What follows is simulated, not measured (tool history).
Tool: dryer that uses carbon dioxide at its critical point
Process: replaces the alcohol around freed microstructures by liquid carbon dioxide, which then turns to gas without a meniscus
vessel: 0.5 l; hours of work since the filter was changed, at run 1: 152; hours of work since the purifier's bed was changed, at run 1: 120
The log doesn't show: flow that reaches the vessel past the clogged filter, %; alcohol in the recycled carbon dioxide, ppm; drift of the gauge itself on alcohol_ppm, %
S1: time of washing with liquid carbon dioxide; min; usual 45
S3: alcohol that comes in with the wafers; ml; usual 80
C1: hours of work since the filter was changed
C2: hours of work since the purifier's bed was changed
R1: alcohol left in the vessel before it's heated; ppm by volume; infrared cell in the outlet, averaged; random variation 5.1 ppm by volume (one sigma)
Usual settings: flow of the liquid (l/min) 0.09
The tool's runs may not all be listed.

run 1 hour=0 | S1=45 flow_of_the_liquid_(l/min)=0.09 S3=80 | C1=152 C2=120 | R1=106
run 2 hour=8.1 | S1=45 flow_of_the_liquid_(l/min)=0.09 S3=80 | C1=154 C2=123 | R1=110
run 3 hour=17.2 | S1=45 flow_of_the_liquid_(l/min)=0.09 S3=80 | C1=157 C2=126 | R1=110
run 4 hour=30.7 | S1=45 flow_of_the_liquid_(l/min)=0.09 S3=80 | C1=162 C2=130 | R1=111
run 5 hour=46.8 | S1=45 flow_of_the_liquid_(l/min)=0.09 S3=80 | C1=167 C2=135 | R1=114
run 6 hour=53.8 | S1=45 flow_of_the_liquid_(l/min)=0.09 S3=32 | C1=169 C2=138 | R1=57
run 7 hour=66.7 | S1=45 flow_of_the_liquid_(l/min)=0.09 S3=45 | C1=174 C2=142 | R1=91
run 8 hour=76.3 | S1=45 flow_of_the_liquid_(l/min)=0.09 S3=45 | C1=177 C2=145 | R1=74
run 9 hour=90.2 | S1=45 flow_of_the_liquid_(l/min)=0.0825 S3=32 | C1=181 C2=149 | R1=93
run 10 hour=104.1 | S1=33 flow_of_the_liquid_(l/min)=0.09 S3=25 | C1=186 C2=154 | R1=244
run 11 hour=112.3 | S1=33 flow_of_the_liquid_(l/min)=0.09 S3=25 | C1=188 C2=157 | R1=223
run 12 hour=119.6 | S1=43 flow_of_the_liquid_(l/min)=0.09 S3=25 | C1=191 C2=159 | R1=76
run 13 hour=130 | S1=35 flow_of_the_liquid_(l/min)=0.0555 S3=36 | C1=194 C2=163 | R1=1810
run 14 hour=146.1 | S1=35 flow_of_the_liquid_(l/min)=0.0584 S3=66 | C1=200 C2=168 | R1=2794
run 15 hour=156.8 | S1=29 flow_of_the_liquid_(l/min)=0.09 S3=80 | C1=203 C2=171 | R1=1321
run 16 hour=172.2 | S1=29 flow_of_the_liquid_(l/min)=0.1364 S3=80 | C1=208 C2=176 | R1=165

Forecast each of these 4 alternatives for the next run:
run A hour=182.3 | S1=35 flow_of_the_liquid_(l/min)=0.1364 S3=31 | C1=211 C2=180 | R1=?
run B hour=182.3 | S1=62 flow_of_the_liquid_(l/min)=0.1345 S3=92 | C1=211 C2=180 | R1=?
run C hour=182.3 | S1=29 flow_of_the_liquid_(l/min)=0.0654 S3=45 | C1=211 C2=180 | R1=?
run D hour=182.3 | S1=29 flow_of_the_liquid_(l/min)=0.1364 S3=31 | C1=211 C2=180 | R1=?

run=A R1=48
run=B R1=44
run=C R1=2642
run=D R1=101
Without the tool's hidden state the same runs would have given:
run=A R1=9
run=B R1=11
run=C R1=2003
run=D R1=45
